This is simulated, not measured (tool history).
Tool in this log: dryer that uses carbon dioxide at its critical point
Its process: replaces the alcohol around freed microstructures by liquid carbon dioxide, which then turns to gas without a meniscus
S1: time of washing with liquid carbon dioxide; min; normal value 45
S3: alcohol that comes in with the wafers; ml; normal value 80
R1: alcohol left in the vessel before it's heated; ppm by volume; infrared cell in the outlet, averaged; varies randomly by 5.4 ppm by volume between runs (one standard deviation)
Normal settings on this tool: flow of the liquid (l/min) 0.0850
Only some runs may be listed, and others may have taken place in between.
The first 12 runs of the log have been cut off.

{"run": 13, "hour": 187.7, "S1": 45, "flow of the liquid (l/min)": 0.085, "S3": 80, "R1": 217}
{"run": 14, "hour": 205.0, "S1": 45, "flow of the liquid (l/min)": 0.085, "S3": 80, "R1": 220}
{"run": 15, "hour": 221.0, "S1": 45, "flow of the liquid (l/min)": 0.0586, "S3": 80, "R1": 1728}
{"run": 16, "hour": 239.9, "S1": 45, "flow of the liquid (l/min)": 0.0586, "S3": 80, "R1": 1727}
{"run": 17, "hour": 252.4, "S1": 45, "flow of the liquid (l/min)": 0.085, "S3": 80, "R1": 232}
{"run": 18, "hour": 268.0, "S1": 45, "flow of the liquid (l/min)": 0.085, "S3": 33, "R1": 125}
{"run": 19, "hour": 287.8, "S1": 45, "flow of the liquid (l/min)": 0.085, "S3": 33, "R1": 129}
{"run": 20, "hour": 303.0, "S1": 45, "flow of the liquid (l/min)": 0.085, "S3": 24, "R1": 105}
{"run": 21, "hour": 320.3, "S1": 45, "flow of the liquid (l/min)": 0.085, "S3": 29, "R1": 119}
{"run": 22, "hour": 334.0, "S1": 45, "flow of the liquid (l/min)": 0.085, "S3": 29, "R1": 130}
{"run": 23, "hour": 343.2, "S1": 45, "flow of the liquid (l/min)": 0.085, "S3": 29, "R1": 117}
{"run": 24, "hour": 362.5, "S1": 45, "flow of the liquid (l/min)": 0.0846, "S3": 80, "R1": 256}
{"run": 25, "hour": 371.2, "S1": 35, "flow of the liquid (l/min)": 0.0526, "S3": 24, "R1": 2228}
{"run": 26, "hour": 392.5, "S1": 35, "flow of the liquid (l/min)": 0.0526, "S3": 24, "R1": 2193}
{"run": 27, "hour": 406.7, "S1": 54, "flow of the liquid (l/min)": 0.0781, "S3": 87, "R1": 175}
{"run": 28, "hour": 425.1, "S1": 57, "flow of the liquid (l/min)": 0.1359, "S3": 22, "R1": 54}
{"run": 29, "hour": 443.7, "S1": 57, "flow of the liquid (l/min)": 0.1359, "S3": 22, "R1": 59}
{"run": 30, "hour": 462.1, "S1": 31, "flow of the liquid (l/min)": 0.0517, "S3": 20, "R1": 2839}
{"run": 31, "hour": 473.3, "S1": 31, "flow of the liquid (l/min)": 0.0517, "S3": 20, "R1": 2691}
{"run": 32, "hour": 487.2, "S1": 30, "flow of the liquid (l/min)": 0.0517, "S3": 29, "R1": 4497}
{"run": 33, "hour": 495.9, "S1": 70, "flow of the liquid (l/min)": 0.0517, "S3": 102, "R1": 545}

Forecast run 34:
{"run": 34, "hour": 507.7, "S1": 47, "flow of the liquid (l/min)": 0.085, "S3": 101, "R1": "?"}

For run 34 the tool returned R1 262 ppm by volume.
Minus the tool's unlogged condition, the same run would have read R1 117 ppm by volume.
